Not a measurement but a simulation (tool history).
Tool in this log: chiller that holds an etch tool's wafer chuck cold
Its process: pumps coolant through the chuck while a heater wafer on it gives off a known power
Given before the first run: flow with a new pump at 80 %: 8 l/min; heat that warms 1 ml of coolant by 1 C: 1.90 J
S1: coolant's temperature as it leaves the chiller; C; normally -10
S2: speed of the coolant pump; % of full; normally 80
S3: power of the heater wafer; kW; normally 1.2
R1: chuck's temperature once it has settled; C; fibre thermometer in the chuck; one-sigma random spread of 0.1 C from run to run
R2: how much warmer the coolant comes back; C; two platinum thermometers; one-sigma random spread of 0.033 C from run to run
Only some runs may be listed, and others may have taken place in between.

run	hour	S1	S2	S3	R1	R2
1	0	-10	80	1.2	4.9	4.75
2	31.9	-10	76	1.2	5.5	4.97
3	81.5	-10	80	1.2	4.9	4.7
4	105	-10	80	1.2	5.1	4.69
5	140.7	-10	80	1.2	4.8	4.73
6	187.6	-10	80	1.2	4.9	4.69
7	222.7	-10	80	1.2	4.9	4.69
8	275.9	-12	80	1.2	3	4.69
9	314.1	-10	80	1.636	10.6	6.4
10	363.2	-10	80	1.636	10.5	6.35
11	389.2	-10	80	1.2	4.9	4.6
12	421.9	-10	80	1.2	4.9	4.61
13	470.5	-10	80	1.765	12.2	6.78
14	517.7	-10	80	1.2	5.1	4.6
15	570.9	-10	92	1.2	3.8	3.95
16	624.3	-10	80	1.2	5	4.54
17	668.2	-10	82	1.174	4.4	4.28
18	711.6	-10	82	1.174	4.5	4.25
19	761.9	-9	66	1.174	7.4	5.37
20	796.4	-4	66	0.636	4.9	2.75
21	832.1	-17	76	0.947	-4.9	3.63
22	883.9	-17	76	0.947	-4.8	3.6
23	924.2	-1	80	1.2	13.9	4.4
24	964.8	-9	96	1.2	4.4	3.6
25	1012.1	-10	68	1.315	8.2	5.8
26	1035.4	-6	99	0.771	2.3	2.08
27	1082.8	-10	78	1.717	11.8	6.56
# hour 1100.7: gauge calibrated
28	1107.2	-17	97	1.2	-3.7	3.91
29	1132.1	-10	80	1.2	4.9	4.77
30	1161.6	-1	71	0.822	9.9	3.64
31	1196.7	-10	80	0.705	-1.1	2.78

Branching from run 31: 5 alternative next runs. What would each branch give?
A	1247.9	-1	83	0.705	?	?
B	1247.9	-10	80	1.465	?	?
C	1247.9	-10	66	1.2	?	?
D	1247.9	-20	65	0.606	?	?
E	1247.9	-17	73	1.736	?	?

run	R1	R2
A	7.5	2.68
B	8.3	5.73
C	6.9	5.69
D	-11.3	2.89
E	6	7.47
Without the tool's hidden state the same runs would have given:
run	R1	R2
A	7.5	2.73
B	8.3	5.78
C	6.9	5.74
D	-11.3	2.94
E	6	7.51

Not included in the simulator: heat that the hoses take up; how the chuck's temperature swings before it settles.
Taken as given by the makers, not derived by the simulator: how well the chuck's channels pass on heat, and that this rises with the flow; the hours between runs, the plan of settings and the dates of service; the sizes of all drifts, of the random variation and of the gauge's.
